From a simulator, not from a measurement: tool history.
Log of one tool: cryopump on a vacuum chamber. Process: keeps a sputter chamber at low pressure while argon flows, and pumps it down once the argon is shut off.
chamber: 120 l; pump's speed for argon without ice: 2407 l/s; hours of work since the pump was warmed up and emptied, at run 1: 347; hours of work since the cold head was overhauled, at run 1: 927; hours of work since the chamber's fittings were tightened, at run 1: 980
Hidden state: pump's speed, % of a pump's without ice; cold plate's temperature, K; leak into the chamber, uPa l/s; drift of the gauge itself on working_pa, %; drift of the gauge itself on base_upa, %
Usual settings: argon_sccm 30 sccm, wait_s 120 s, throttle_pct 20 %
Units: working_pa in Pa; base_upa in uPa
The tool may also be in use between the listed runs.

run    hour  argon_sccm  wait_s  throttle_pct  hours of work since the pump was warmed up and emptied  hours of work since the cold head was overhauled  hours of work since the chamber's fittings were tightened  working_pa  base_upa
  1     0.0          30     120            20                                                     347                                               927                                                        980      0.1088      1.17
  2    54.4          30     120            17                                                     392                                               971                                                       1024      0.1278      1.22
  3    87.0          30     120            17                                                     419                                               998                                                       1051      0.1286      1.22
  4   152.0          30     120            17                                                     472                                              1051                                                       1104      0.1291      1.36
  5   186.9          15     120            20                                                     500                                              1080                                                       1133      0.0558      1.34
  6   233.9          30     120            20                                                     539                                              1118                                                       1171      0.1130      1.48
      269.4  -- pump warmed up, emptied and cooled again
  7   292.3          30     120            20                                                      19                                              1162                                                       1215      0.1076      1.17
  8   362.3          30     120            21                                                      76                                              1219                                                       1272      0.1009      1.30
  9   416.6          30     120            20                                                     121                                              1264                                                       1317      0.1079      1.31
 10   471.3          30     120            20                                                     165                                              1309                                                       1362      0.1078      1.43
 11   530.4          30     120            20                                                     214                                              1357                                                       1410      0.1082      1.47
 12   570.2          30     120            20                                                     246                                              1390                                                       1443      0.1076      1.51
 13   604.3          30     120            20                                                     274                                              1418                                                       1471      0.1091      1.58
 14   671.5          30     120            20                                                     329                                              1473                                                       1526      0.1095      1.61
 15   709.6          30     120            20                                                     361                                              1504                                                       1557      0.1096      1.65
 16   772.7          30     120            20                                                     412                                              1556                                                       1609      0.1112      1.74
 17   840.0          52     120            20                                                     467                                              1611                                                       1664      0.1948      1.81
 18   894.0          15     120            18                                                     512                                              1655                                                       1708      0.0634      1.96
      964.0  -- pump warmed up, emptied and cooled again
 19   971.9          15     120            18                                                       7                                              1715                                                       1768      0.0584      1.54
 20  1018.9          15     243            18                                                      45                                              1753                                                       1806      0.0585      1.57
 21  1066.7          34     251            59                                                      84                                              1792                                                       1845      0.0417      1.64
 22  1101.1          13      52            17                                                     112                                              1821                                                       1873      0.0540      1.90
 23  1149.7          18     120            54                                                     152                                              1860                                                       1913      0.0248      1.78
 24  1181.4          55      36            34                                                     178                                              1886                                                       1939      0.1180      2.19
 25  1228.9          21      31            20                                                     217                                              1925                                                       1978      0.0755      2.30
 26  1271.1          21      31            20                                                     252                                              1960                                                       2013      0.0762      2.41
 27  1305.4          30      59            45                                                     280                                              1988                                                       2041      0.0500      2.13
 28  1367.3          30     103            48                                                     330                                              2039                                                       2092      0.0487      2.11
 29  1415.3          25      52            21                                                     370                                              2078                                                       2131      0.0884      2.38
 30  1462.7          23      63            21                                                     409                                              2117                                                       2170      0.0811      2.36
 31  1520.6          36      21            15                                                     456                                              2164                                                       2217      0.1769      3.00
 32  1564.6          36      21            15                                                     492                                              2200                                                       2253      0.1764      3.11
     1610.0  -- leaking fittings of the chamber tightened, without venting
 33  1629.9          14     199            20                                                     544                                              2252                                                         16      0.0526      0.30

Hidden state at the last listed run before each entry between runs and at the first one after, where it differs:
Between runs 6 and 7: pump warmed up, emptied and cooled again (hour 269.4)
  pump's speed, % of a pump's without ice: 75.9 -> 99; cold plate's temperature, K: 12.87 -> 12.89; leak into the chamber, uPa l/s: 2374 -> 2447
  measured less the result without the state, working_pa: +0.0071 -> +0.0006 Pa; base_upa: +1.20 -> +0.92 uPa
Between runs 18 and 19: pump warmed up, emptied and cooled again (hour 964.0)
  pump's speed, % of a pump's without ice: 76.1 -> 99.2; cold plate's temperature, K: 13.07 -> 13.09; leak into the chamber, uPa l/s: 3267 -> 3369
  measured less the result without the state, working_pa: +0.0036 -> +0.0003 Pa; base_upa: +1.66 -> +1.32 uPa
Between runs 32 and 33: leaking fittings of the chamber tightened, without venting (hour 1610.0)
  pump's speed, % of a pump's without ice: 76.9 -> 74.5; cold plate's temperature, K: 13.27 -> 13.29; leak into the chamber, uPa l/s: 4168 -> 389
  measured less the result without the state, working_pa: +0.0084 -> +0.0037 Pa; base_upa: +2.23 -> +0.10 uPa
